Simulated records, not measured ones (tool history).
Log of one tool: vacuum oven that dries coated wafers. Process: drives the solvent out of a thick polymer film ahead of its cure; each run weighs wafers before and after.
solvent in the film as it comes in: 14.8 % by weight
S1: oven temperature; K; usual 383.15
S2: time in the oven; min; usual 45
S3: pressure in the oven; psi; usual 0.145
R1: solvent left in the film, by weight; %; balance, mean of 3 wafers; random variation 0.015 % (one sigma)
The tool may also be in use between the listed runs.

run,hour,S1,S2,S3,R1
1,0,383.15,45,0.145,2.07
2,73.3,383.15,49,0.145,1.79
3,156.5,383.15,49,0.145,1.84
4,209.7,383.15,49,0.145,1.8
5,270.5,383.15,49,0.145,1.82
6,339.5,383.15,49,0.145,1.8
7,424.9,383.15,49,0.138,1.78
# hour 456.4: vacuum gauge cleaned of residue and calibrated
8,482.9,383.15,45,0.145,1.94
9,559.2,383.15,40,0.145,2.28
10,684.3,398.15,40,0.145,0.48
11,809,398.15,40,0.145,0.48
12,933,398.15,23,0.145,1.48
13,1049.7,398.15,23,0.145,1.48
14,1143,398.15,23,0.145,1.47
15,1231.1,383.15,45,0.145,1.87
16,1349.5,383.15,73,0.145,0.83
17,1432.1,383.15,51,0.145,1.54
18,1502,383.15,45,0.145,1.87
19,1590,383.15,28,0.145,3.61
20,1718,375.15,45,0.145,3.55
21,1842.8,383.15,45,0.244,2.11
22,1956.1,383.15,45,0.323,2.29
23,2060.9,383.15,45,0.323,2.28
24,2145.3,383.15,45,0.323,2.29
25,2250.1,383.15,45,0.397,2.47
26,2330,383.15,45,0.397,2.46
27,2393.8,376.15,42,0.104,3.46
28,2447.9,383.15,45,0.425,2.5
# hour 2459.4: oven's thermocouples calibrated
29,2506.3,383.15,45,0.425,2.39
30,2602.9,373.15,45,0.209,3.99
31,2710.9,374.15,28,0.094,5.41
32,2810.6,374.15,60,0.406,3.29
# hour 2873.8: vacuum gauge cleaned of residue and calibrated
33,2926.1,372.15,45,0.232,4.16
34,3044.4,383.15,45,0.088,1.47
35,3097.9,375.15,45,0.088,3
# hour 3199: oven's thermocouples calibrated, once more
36,3201.1,389.15,44,0.145,1.16
37,3314.1,390.15,61,0.354,1.01
38,3368.1,376.15,45,0.175,3.58
39,3453.4,394.15,38,0.164,0.95
40,3577,371.15,71,0.145,2.88
41,3704.1,392.15,71,0.145,0.4

Forecast run 42:
42,3828.9,383.15,45,0.165,?

Run 42 gave R1 2.02 %.
Without the tool's hidden state the same run would have given R1 2.1 %.
